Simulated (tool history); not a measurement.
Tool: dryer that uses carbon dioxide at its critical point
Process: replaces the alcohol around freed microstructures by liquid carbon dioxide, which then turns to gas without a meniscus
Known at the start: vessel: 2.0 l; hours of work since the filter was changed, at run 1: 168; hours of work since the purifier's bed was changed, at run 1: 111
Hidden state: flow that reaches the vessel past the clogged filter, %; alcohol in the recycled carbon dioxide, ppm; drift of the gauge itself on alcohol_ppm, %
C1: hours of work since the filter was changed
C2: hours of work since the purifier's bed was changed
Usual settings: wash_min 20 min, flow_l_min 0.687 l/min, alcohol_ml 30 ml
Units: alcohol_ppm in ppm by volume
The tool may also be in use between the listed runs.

{"run": 1, "hour": 0.0, "wash_min": 20, "flow_l_min": 0.687, "alcohol_ml": 30, "C1": 168, "C2": 111, "alcohol_ppm": 56}
{"run": 2, "hour": 7.4, "wash_min": 20, "flow_l_min": 0.708, "alcohol_ml": 30, "C1": 172, "C2": 115, "alcohol_ppm": 54}
{"run": 3, "hour": 15.9, "wash_min": 20, "flow_l_min": 0.687, "alcohol_ml": 32, "C1": 177, "C2": 120, "alcohol_ppm": 60}
{"run": 4, "hour": 24.2, "wash_min": 20, "flow_l_min": 0.687, "alcohol_ml": 32, "C1": 181, "C2": 125, "alcohol_ppm": 66}
{"run": 5, "hour": 35.2, "wash_min": 20, "flow_l_min": 0.711, "alcohol_ml": 30, "C1": 188, "C2": 131, "alcohol_ppm": 62}
{"run": 6, "hour": 42.0, "wash_min": 20, "flow_l_min": 0.711, "alcohol_ml": 30, "C1": 192, "C2": 135, "alcohol_ppm": 55}
{"run": 7, "hour": 51.6, "wash_min": 19, "flow_l_min": 0.687, "alcohol_ml": 58, "C1": 197, "C2": 140, "alcohol_ppm": 137}
{"run": 8, "hour": 60.7, "wash_min": 20, "flow_l_min": 0.823, "alcohol_ml": 59, "C1": 202, "C2": 145, "alcohol_ppm": 51}
{"run": 9, "hour": 67.4, "wash_min": 20, "flow_l_min": 0.687, "alcohol_ml": 62, "C1": 206, "C2": 149, "alcohol_ppm": 123}
{"run": 10, "hour": 73.5, "wash_min": 20, "flow_l_min": 0.471, "alcohol_ml": 66, "C1": 209, "C2": 153, "alcohol_ppm": 708}

Some steps in alcohol_ppm between neighbouring runs. How much of each would the tool show without its hidden state too (settings, what came in, random variation), and how much is left for the hidden state, with any gauge scatter that isn't in both results?
Run 9 -> 10: flow_l_min 0.687 -> 0.471, alcohol_ml 62 -> 66. alcohol_ppm +585 ppm by volume: hidden state +261, all else +324.
